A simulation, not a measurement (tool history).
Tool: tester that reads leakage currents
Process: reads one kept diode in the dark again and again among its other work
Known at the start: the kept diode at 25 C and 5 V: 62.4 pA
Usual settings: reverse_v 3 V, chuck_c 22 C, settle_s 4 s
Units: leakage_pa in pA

run   hour  reverse_v  chuck_c  settle_s  leakage_pa
  1      0          3       22         4       46.89
  2     26          3       22         4       47.53
  3   57.8          3       22         4       47.26
  4   98.4          3       22         4       47.54
  5  144.1       3.27       22         4       50.06
  6  187.2          3       22         4       47.98
  7  234.1          3       22         4       48.02
  8  271.6          3       59         4      625.83
  9  298.2          3       22       0.4       50.05
 10  346.4          3       22       0.4       49.92
 11  396.3          3       22       0.4        50.5
 12  449.8          3       22         4       48.52
 13  492.7          3       22         4       48.51
 14  519.2          3       22      1.18       49.03
 15  562.3          3       22      1.18       49.49
 16  613.2          3       22      1.18       49.53
 17  661.6          3       22         4       48.85
 18  707.4          3       22         4        49.5
 19    762          3       22      0.33        51.6
 20  824.2          3       22      0.33        52.1
 21  874.7          3       22      0.33       52.18
     891.5  -- chuck's temperature calibrated
 22  912.6      14.59       41         4      388.53

The next listed run, before its measurement:
 23  965.8      14.59       41      0.46           ?

leakage_pa: 399.63 pA
Without the tool's hidden state the same run would have given leakage_pa 366.91 pA.
